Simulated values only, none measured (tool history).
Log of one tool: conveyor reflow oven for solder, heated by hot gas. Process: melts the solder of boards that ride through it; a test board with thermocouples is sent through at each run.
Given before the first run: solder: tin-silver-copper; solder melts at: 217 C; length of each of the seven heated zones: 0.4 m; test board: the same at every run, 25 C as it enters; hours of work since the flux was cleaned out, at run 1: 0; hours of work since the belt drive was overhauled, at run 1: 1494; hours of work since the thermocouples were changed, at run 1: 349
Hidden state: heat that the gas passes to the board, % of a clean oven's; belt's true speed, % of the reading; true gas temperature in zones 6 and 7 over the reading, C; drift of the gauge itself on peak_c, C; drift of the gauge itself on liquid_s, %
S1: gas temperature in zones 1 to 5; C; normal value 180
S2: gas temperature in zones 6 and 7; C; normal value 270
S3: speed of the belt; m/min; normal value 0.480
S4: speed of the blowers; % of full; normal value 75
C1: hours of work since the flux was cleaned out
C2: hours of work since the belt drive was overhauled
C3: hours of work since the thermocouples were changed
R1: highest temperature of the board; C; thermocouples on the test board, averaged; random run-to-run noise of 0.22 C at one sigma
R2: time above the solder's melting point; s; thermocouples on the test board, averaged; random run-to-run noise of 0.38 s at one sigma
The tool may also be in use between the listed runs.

Run 1, day 0.000: usual settings; C1 0; C2 1494; C3 349. Result: R1 261.6 C, R2 90.0 s.
Run 2, day 2.921: usual settings; C1 55; C2 1549; C3 404. Result: R1 261.1 C, R2 90.2 s.
Run 3, day 5.817: usual settings; C1 110; C2 1603; C3 458. Result: R1 260.8 C, R2 89.6 s.
Run 4, day 7.346: usual settings; C1 139; C2 1632; C3 487. Result: R1 260.5 C, R2 89.2 s.
Run 5, day 10.292: usual settings; C1 194; C2 1688; C3 543. Result: R1 260.6 C, R2 89.1 s.
At day 12.838: belt drive overhauled, speed set with a stopwatch.
Run 6, day 13.983: usual settings but S4 58 % of full; C1 261; C2 22; C3 609. Result: R1 255.9 C, R2 80.6 s.
Run 7, day 15.583: usual settings but S4 58 % of full; C1 291; C2 52; C3 639. Result: R1 255.8 C, R2 80.6 s.
At day 17.162: flux residue cleaned out of gas plates and filters.
Run 8, day 18.492: usual settings but S4 58 % of full; C1 25; C2 103; C3 690. Result: R1 257.4 C, R2 83.2 s.
Run 9, day 21.142: usual settings but S4 58 % of full; C1 75; C2 153; C3 740. Result: R1 257.3 C, R2 82.7 s.
Run 10, day 23.662: usual settings; C1 123; C2 200; C3 788. Result: R1 260.3 C, R2 85.7 s.
Run 11, day 26.379: usual settings but S2 282 C; C1 174; C2 252; C3 839. Result: R1 271.3 C, R2 93.0 s.
Run 12, day 29.650: usual settings but S2 282 C; C1 236; C2 313; C3 901. Result: R1 271.3 C, R2 92.0 s.
At day 30.542: thermocouples of zones 6 and 7 changed.
Run 13, day 31.354: usual settings but S2 282 C; C1 266; C2 344; C3 15. Result: R1 269.4 C, R2 91.8 s.
At day 34.196: flux residue cleaned out of gas plates and filters.
Run 14, day 35.188: usual settings but S2 282 C; C1 19; C2 412; C3 84. Result: R1 271.2 C, R2 93.2 s.
Run 15, day 38.608: usual settings but S2 269 C; C1 83; C2 477; C3 148. Result: R1 258.8 C, R2 86.3 s.
Run 16, day 41.179: usual settings but S2 269 C; C1 132; C2 525; C3 197. Result: R1 258.6 C, R2 85.6 s.
Run 17, day 44.704: usual settings but S1 176 C, S3 0.412 m/min; C1 198; C2 592; C3 263. Result: R1 262.2 C, R2 101.6 s.
Run 18, day 47.233: usual settings but S1 176 C, S3 0.412 m/min; C1 246; C2 639; C3 311. Result: R1 262.0 C, R2 101.5 s.
Run 19, day 49.833: usual settings but S1 170 C, S3 0.412 m/min, S4 76 % of full; C1 295; C2 688; C3 360. Result: R1 261.4 C, R2 98.2 s.
At day 51.204: flux residue cleaned out of gas plates and filters.
Run 20, day 53.462: usual settings but S4 53 % of full; C1 43; C2 753; C3 425. Result: R1 256.0 C, R2 83.9 s.
Run 21, day 55.221: usual settings but S3 0.426 m/min; C1 76; C2 786; C3 458. Result: R1 263.2 C, R2 102.0 s.
Run 22, day 58.033: usual settings but S3 0.415 m/min; C1 129; C2 839; C3 511. Result: R1 263.2 C, R2 105.1 s.
Run 23, day 60.712: usual settings but S1 190 C, S2 283 C, S4 50 % of full; C1 179; C2 890; C3 561. Result: R1 267.6 C, R2 97.2 s.
Run 24, day 62.983: usual settings but S1 190 C, S2 283 C, S4 50 % of full; C1 222; C2 933; C3 604. Result: R1 267.9 C, R2 97.4 s.
Run 25, day 66.171: usual settings but S1 182 C, S2 266 C, S4 50 % of full; C1 282; C2 993; C3 664. Result: R1 251.0 C, R2 78.4 s.
At day 67.908: flux residue cleaned out of gas plates and filters.
Run 26, day 69.488: usual settings but S1 182 C, S2 261 C, S3 0.491 m/min, S4 81 % of full; C1 30; C2 1051; C3 723. Result: R1 253.4 C, R2 81.9 s.
Run 27, day 72.142: usual settings but S1 182 C, S2 261 C, S3 0.427 m/min, S4 81 % of full; C1 80; C2 1101; C3 773. Result: R1 255.9 C, R2 98.7 s.
Run 28, day 74.112: usual settings but S1 188 C, S3 0.523 m/min, S4 69 % of full; C1 117; C2 1139; C3 810. Result: R1 258.8 C, R2 82.7 s.
Run 29, day 77.754: usual settings but S1 187 C, S2 276 C, S4 86 % of full; C1 186; C2 1207; C3 879. Result: R1 268.7 C, R2 96.6 s.

Here are 5 independent what-if runs from the current tool condition. What would each one return?
At day 79.933: thermocouples of zones 6 and 7 changed.
Run A, day 80.125: usual settings but S1 190 C, S2 276 C, S3 0.453 m/min, S4 86 % of full; C1 229; C2 1250; C3 4. Result: R1 ?, R2 ?.
At day 79.933: thermocouples of zones 6 and 7 changed.
Run B, day 80.125: usual settings but S1 187 C, S2 276 C, S3 0.434 m/min, S4 61 % of full; C1 229; C2 1250; C3 4. Result: R1 ?, R2 ?.
At day 79.933: thermocouples of zones 6 and 7 changed.
Run C, day 80.125: usual settings but S1 187 C, S2 276 C, S3 0.383 m/min, S4 86 % of full; C1 229; C2 1250; C3 4. Result: R1 ?, R2 ?.
At day 79.933: thermocouples of zones 6 and 7 changed.
Run D, day 80.125: usual settings but S1 193 C, S2 276 C, S3 0.401 m/min, S4 86 % of full; C1 229; C2 1250; C3 4. Result: R1 ?, R2 ?.
At day 79.933: thermocouples of zones 6 and 7 changed.
Run E, day 80.125: usual settings but S1 174 C, S2 265 C, S4 64 % of full; C1 229; C2 1250; C3 4. Result: R1 ?, R2 ?.

run     R1     R2
  A  268.7  103.8
  B  266.1  105.4
  C  271.1  122.9
  D  271.1  120.9
  E  252.1   77.7
With the hidden condition removed and each run's random variation left untouched, the same runs would have given:
run     R1     R2
  A  269.6  101.2
  B  266.7  102.8
  C  271.8  119.7
  D  271.8  117.6
  E  253.0   76.6
